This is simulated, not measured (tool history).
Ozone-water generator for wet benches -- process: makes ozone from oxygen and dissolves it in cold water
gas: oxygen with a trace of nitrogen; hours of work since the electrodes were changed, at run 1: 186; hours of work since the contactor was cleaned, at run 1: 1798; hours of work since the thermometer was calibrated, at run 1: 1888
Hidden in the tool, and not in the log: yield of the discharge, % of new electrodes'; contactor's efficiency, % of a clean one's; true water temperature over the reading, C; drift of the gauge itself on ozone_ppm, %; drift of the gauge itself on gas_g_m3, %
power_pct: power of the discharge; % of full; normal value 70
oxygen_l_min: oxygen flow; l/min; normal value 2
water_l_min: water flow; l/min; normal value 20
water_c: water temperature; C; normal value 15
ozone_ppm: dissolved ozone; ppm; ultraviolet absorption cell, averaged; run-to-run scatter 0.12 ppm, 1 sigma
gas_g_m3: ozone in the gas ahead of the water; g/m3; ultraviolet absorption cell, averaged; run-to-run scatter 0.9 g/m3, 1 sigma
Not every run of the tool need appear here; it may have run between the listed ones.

run   hour  power_pct  oxygen_l_min  water_l_min  water_c  hours of work since the electrodes were changed  hours of work since the contactor was cleaned  hours of work since the thermometer was calibrated  ozone_ppm  gas_g_m3
  1      0         70             2           20       15                                              186                                           1798                                                1888        9.5     147.5
  2   15.1         70             2           20       15                                              200                                           1812                                                1902        9.4     148.3
  3     42         70             2           20       15                                              225                                           1837                                                1927        9.4     147.3
  4   61.4         70             2           20       15                                              243                                           1855                                                1945        9.7     149.6
  5   87.1         70             2           20       15                                              267                                           1879                                                1969        9.7     148.9
  6  109.3         70             2           20       17                                              288                                           1899                                                1990        9.3     145.6
  7  140.5         70             2           12       15                                              317                                           1928                                                2019       15.5     147.9
  8    164         70             2           12       15                                              339                                           1950                                                2040       15.7     148.1
  9  186.2         70             2           12       15                                              359                                           1971                                                2061       15.2     147.1
 10  201.5         70             2           31        8                                              373                                           1985                                                2075        6.1       147
 11  232.2         70             2           31        8                                              402                                           2013                                                2104          6     148.7
 12  250.6         82             2           20       16                                              419                                           2031                                                2121       10.2     160.7
 13  266.8         82             2           20       16                                              434                                           2046                                                2136       10.5     160.8

Forecast run 14:
 14  298.2         82             2           20       16                                              463                                           2075                                                2165          ?         ?

For run 14 the tool returned ozone_ppm 10.4 ppm, gas_g_m3 162.6 g/m3.
If the tool had no hidden condition, the same run with the same run-to-run variation would have returned ozone_ppm 10.4 ppm, gas_g_m3 162.7 g/m3.

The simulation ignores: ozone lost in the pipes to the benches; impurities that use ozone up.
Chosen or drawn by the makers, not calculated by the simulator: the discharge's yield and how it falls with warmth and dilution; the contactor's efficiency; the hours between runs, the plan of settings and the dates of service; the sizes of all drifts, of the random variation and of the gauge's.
